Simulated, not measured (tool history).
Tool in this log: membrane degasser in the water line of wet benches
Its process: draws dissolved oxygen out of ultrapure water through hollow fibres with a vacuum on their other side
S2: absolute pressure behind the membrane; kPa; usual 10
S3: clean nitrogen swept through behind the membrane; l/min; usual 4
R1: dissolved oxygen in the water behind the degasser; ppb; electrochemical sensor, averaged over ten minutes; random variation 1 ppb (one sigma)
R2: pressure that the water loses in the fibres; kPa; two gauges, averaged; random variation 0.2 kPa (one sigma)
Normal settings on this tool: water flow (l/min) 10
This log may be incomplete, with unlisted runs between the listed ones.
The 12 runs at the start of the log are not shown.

{"day": 68.288, "done": "vacuum gauge calibrated"}
{"run": 13, "day": 76.238, "water flow (l/min)": 10, "S2": 23.6, "S3": 4, "R1": 198.2, "R2": 44.69}
{"run": 14, "day": 80.492, "water flow (l/min)": 15, "S2": 23.6, "S3": 4, "R1": 370.9, "R2": 67.78}
{"run": 15, "day": 86.496, "water flow (l/min)": 10, "S2": 10, "S3": 5.52, "R1": 103.9, "R2": 44.86}
{"run": 16, "day": 93.375, "water flow (l/min)": 10, "S2": 10, "S3": 5.52, "R1": 102.3, "R2": 44.84}
{"run": 17, "day": 97.379, "water flow (l/min)": 10, "S2": 8.3, "S3": 2.17, "R1": 133.6, "R2": 45.16}
{"run": 18, "day": 101.025, "water flow (l/min)": 9, "S2": 23.3, "S3": 4, "R1": 169.5, "R2": 40.42}
{"run": 19, "day": 105.354, "water flow (l/min)": 9, "S2": 23.3, "S3": 4, "R1": 169.5, "R2": 40.45}
{"run": 20, "day": 113.142, "water flow (l/min)": 15, "S2": 15.9, "S3": 4.4, "R1": 298, "R2": 67.99}
{"day": 115.754, "done": "vacuum gauge calibrated, once more"}
{"run": 21, "day": 118.288, "water flow (l/min)": 7, "S2": 15.9, "S3": 4.4, "R1": 78.5, "R2": 31.72}
{"run": 22, "day": 122.446, "water flow (l/min)": 10, "S2": 22.2, "S3": 6.86, "R1": 140.8, "R2": 45.29}
{"run": 23, "day": 126.021, "water flow (l/min)": 16, "S2": 7.7, "S3": 3.73, "R1": 262.8, "R2": 72.5}

Run 24 has not been measured yet. What should we expect?
{"run": 24, "day": 132.254, "water flow (l/min)": 10, "S2": 21.9, "S3": 1.77, "R1": "?", "R2": "?"}

{"run 24": {"R1": 325.9, "R2": 45.46}}
Without the tool's hidden state the same run would have given R1 301.9 ppb, R2 42.71 kPa.

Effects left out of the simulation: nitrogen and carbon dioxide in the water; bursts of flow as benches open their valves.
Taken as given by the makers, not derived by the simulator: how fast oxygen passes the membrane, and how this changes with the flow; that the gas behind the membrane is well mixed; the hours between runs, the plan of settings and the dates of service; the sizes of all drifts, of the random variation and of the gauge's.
